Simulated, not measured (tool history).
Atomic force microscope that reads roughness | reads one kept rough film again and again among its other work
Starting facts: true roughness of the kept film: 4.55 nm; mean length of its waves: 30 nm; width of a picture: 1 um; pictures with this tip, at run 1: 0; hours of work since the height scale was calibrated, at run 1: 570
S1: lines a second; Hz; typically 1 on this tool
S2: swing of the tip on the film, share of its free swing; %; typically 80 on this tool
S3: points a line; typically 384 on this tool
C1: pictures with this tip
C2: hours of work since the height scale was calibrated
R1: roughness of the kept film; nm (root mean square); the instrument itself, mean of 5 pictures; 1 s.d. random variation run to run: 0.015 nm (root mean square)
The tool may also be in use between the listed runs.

| run | day | S1 | S2 | S3 | C1 | C2 | R1 |
|---|---|---|---|---|---|---|---|
| 1 | 0 | 1 | 80 | 384 | 0 | 570 | 3.743 |
| 2 | 1.196 | 1 | 80 | 790 | 47 | 587 | 3.561 |
| 3 | 2.742 | 1 | 80 | 790 | 106 | 609 | 3.313 |
|  | 3.104 | new tip fitted |
| 4 | 3.696 | 1 | 80 | 790 | 23 | 622 | 3.67 |
| 5 | 4.762 | 1 | 63 | 384 | 65 | 638 | 3.579 |
| 6 | 6.012 | 1 | 63 | 384 | 113 | 656 | 3.386 |
|  | 6.175 | new tip fitted |
| 7 | 6.767 | 1 | 63 | 384 | 23 | 666 | 3.787 |
| 8 | 7.808 | 1 | 86 | 384 | 63 | 681 | 3.397 |
| 9 | 9.146 | 1 | 57 | 384 | 115 | 700 | 3.409 |
|  | 9.296 | new tip fitted |
| 10 | 10.65 | 1 | 57 | 384 | 52 | 722 | 3.665 |
| 11 | 12.242 | 1 | 57 | 384 | 114 | 744 | 3.422 |
|  | 12.346 | new tip fitted |
| 12 | 13.354 | 1 | 57 | 384 | 39 | 760 | 3.686 |
| 13 | 14.779 | 1 | 57 | 384 | 94 | 781 | 3.492 |
|  | 15.438 | new tip fitted |
| 14 | 16.108 | 1 | 59 | 384 | 26 | 799 | 3.795 |
| 15 | 17.7 | 1 | 59 | 384 | 87 | 822 | 3.511 |
|  | 18.462 | new tip fitted |
| 16 | 18.521 | 1 | 59 | 384 | 2 | 834 | 3.886 |
| 17 | 19.938 | 1 | 59 | 384 | 57 | 854 | 3.62 |
| 18 | 20.788 | 1 | 59 | 384 | 90 | 866 | 3.476 |
|  | 21.479 | new tip fitted |
| 19 | 22.304 | 1 | 67 | 384 | 32 | 888 | 3.675 |
| 20 | 23.721 | 1.81 | 63 | 384 | 86 | 908 | 3.385 |
| 21 | 24.408 | 0.74 | 63 | 279 | 113 | 918 | 3.332 |
|  | 24.542 | new tip fitted |
| 22 | 25.671 | 0.59 | 70 | 266 | 44 | 936 | 3.649 |
| 23 | 26.446 | 0.59 | 70 | 266 | 74 | 947 | 3.529 |
| 24 | 27.362 | 1.43 | 70 | 597 | 109 | 960 | 3.327 |
|  | 27.6 | new tip fitted |
| 25 | 28.558 | 0.66 | 80 | 384 | 38 | 977 | 3.613 |
| 26 | 30.096 | 1.91 | 88 | 301 | 97 | 999 | 3 |
|  | 30.608 | new tip fitted |
| 27 | 30.921 | 1.62 | 88 | 364 | 12 | 1010 | 3.385 |
| 28 | 31.762 | 0.62 | 59 | 265 | 44 | 1023 | 3.671 |
| 29 | 32.496 | 2.07 | 59 | 265 | 73 | 1033 | 3.452 |
|  | 33.658 | new tip fitted |
| 30 | 33.712 | 2.07 | 69 | 265 | 2 | 1050 | 3.628 |
| 31 | 34.654 | 2.07 | 69 | 265 | 38 | 1064 | 3.502 |
| 32 | 35.654 | 2.07 | 69 | 265 | 77 | 1078 | 3.354 |
| 33 | 36.446 | 1.88 | 76 | 446 | 108 | 1089 | 3.166 |
|  | 36.679 | new tip fitted |
| 34 | 38.012 | 1.88 | 76 | 446 | 51 | 1112 | 3.42 |
| 35 | 39.438 | 1.88 | 76 | 446 | 106 | 1132 | 3.2 |

Predict each of these 4 candidate next runs independently; none follows another, all start after run 35:
|  | 39.696 | new tip fitted |
| A | 41.042 | 1.06 | 80 | 356 | 52 | 1155 | ? |
|  | 39.696 | new tip fitted |
| B | 41.042 | 1.88 | 62 | 446 | 52 | 1155 | ? |
|  | 39.696 | new tip fitted |
| C | 41.042 | 0.85 | 76 | 446 | 52 | 1155 | ? |
|  | 39.696 | new tip fitted |
| D | 41.042 | 1 | 80 | 560 | 52 | 1155 | ? |

| run | R1 |
|---|---|
| A | 3.464 |
| B | 3.589 |
| C | 3.593 |
| D | 3.49 |
Without the tool's unlogged condition, the same runs would have read:
| run | R1 |
|---|---|
| A | 3.689 |
| B | 3.821 |
| C | 3.826 |
| D | 3.715 |
